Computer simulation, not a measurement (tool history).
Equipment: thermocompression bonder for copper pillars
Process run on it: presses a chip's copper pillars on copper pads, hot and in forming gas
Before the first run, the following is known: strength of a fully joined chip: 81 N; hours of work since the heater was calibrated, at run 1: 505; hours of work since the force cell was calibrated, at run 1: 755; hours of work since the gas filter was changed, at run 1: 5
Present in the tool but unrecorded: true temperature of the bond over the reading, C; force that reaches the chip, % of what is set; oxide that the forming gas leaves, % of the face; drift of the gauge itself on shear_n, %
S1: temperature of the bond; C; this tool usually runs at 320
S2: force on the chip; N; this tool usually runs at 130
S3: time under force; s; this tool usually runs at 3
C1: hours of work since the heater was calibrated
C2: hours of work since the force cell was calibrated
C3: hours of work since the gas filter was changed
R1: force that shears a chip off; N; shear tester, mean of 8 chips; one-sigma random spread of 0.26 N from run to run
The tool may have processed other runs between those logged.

run   hour   S1   S2  S3   C1   C2   C3    R1
  1      0  320  130   3  505  755    5    32
  2     23  320  105   3  515  765   14  25.7
  3   43.3  320  105   3  524  774   23  25.8
  4   71.3  320  105   3  536  786   35    26
  5   96.7  320  105   3  546  796   46  25.8
  6  125.6  320   99   3  559  809   58  24.1
  7  147.7  320  130   3  568  818   68  32.1
  8  167.1  320  130   3  576  826   76  30.9
  9  199.8  320  130   8  590  840   90  44.7
 10  218.4  320  130   8  598  848   98  44.4
 11    237  320  130   8  606  856  106  43.8
 12  268.7  320  130   8  620  870  119  43.9
 13  285.5  320  132   3  627  877  126    31
 14  316.3  320  132   3  640  890  139    31
 15  336.6  320  132   3  648  899  148  31.4
 16  366.9  320  130   3  661  911  161  30.6
 17  386.1  320  130   3  670  920  169  30.4
 18  417.6  330  130   3  683  933  182  34.6
 19  443.4  330  130   3  694  944  193  34.7
 20    465  320  135   3  703  953  203  31.2
     468.6  -- force cell calibrated
 21    482  344  184   3  710    6  209  52.9
 22  498.8  344  184   3  717   13  216  53.7
 23    517  299  184   3  725   21  224    32
     524.2  -- force cell calibrated, once more
 24  546.7  299  184   3  737   10  236  29.5
 25    578  299  184   3  750   23  249  29.2
 26  602.6  296  130   2  760   33  260  16.5
 27  627.9  296  130   2  771   44  271    17
 28  643.1  338   96   6  778   51  277  34.3
 29  672.2  329  180   2  790   63  290  36.4
 30  702.4  325  152   3  803   76  302  34.4
 31  732.3  337  119   2  816   89  315  27.1
 32  764.6  337  148   5  829  102  329    45
 33  796.1  334  115   2  843  116  342  25.3
 34  810.1  334  115   2  849  122  348  24.8
 35  839.6  316  130   2  861  134  361  21.5
 36  858.9  320  125   3  870  142  369  25.7
 37  886.2  320  166   3  881  154  381  33.9
 38  899.8  320  166   3  887  160  386  33.7
 39  921.3  297  103   3  896  169  396  14.8
     936.3  -- forming gas filter changed
 40  950.6  338  103   2  908  181    6  25.2

Pick out some run-to-run changes in R1. Of each, how much would a tool without hidden state show as well, from the settings, what came in and chance, and how much is left for the hidden state and any gauge scatter not in both results compared?
Run 20 -> 21: S1 320 -> 344, S2 135 -> 184, force cell calibrated. R1 +21.7 N: hidden state -0.1, all else +21.8.
Run 22 -> 23: S1 344 -> 299. R1 -21.7 N: hidden state +0.7, all else -22.4.
Run 23 -> 24: force cell calibrated, once more. R1 -2.5 N: hidden state -2.7, all else +0.2.
Run 31 -> 32: S2 119 -> 148, S3 2 -> 5. R1 +17.9 N: hidden state -2.4, all else +20.3.
Run 32 -> 33: S1 337 -> 334, S2 148 -> 115, S3 5 -> 2. R1 -19.7 N: hidden state +2.4, all else -22.1.
Run 38 -> 39: S1 320 -> 297, S2 166 -> 103. R1 -18.9 N: hidden state +3, all else -21.9.
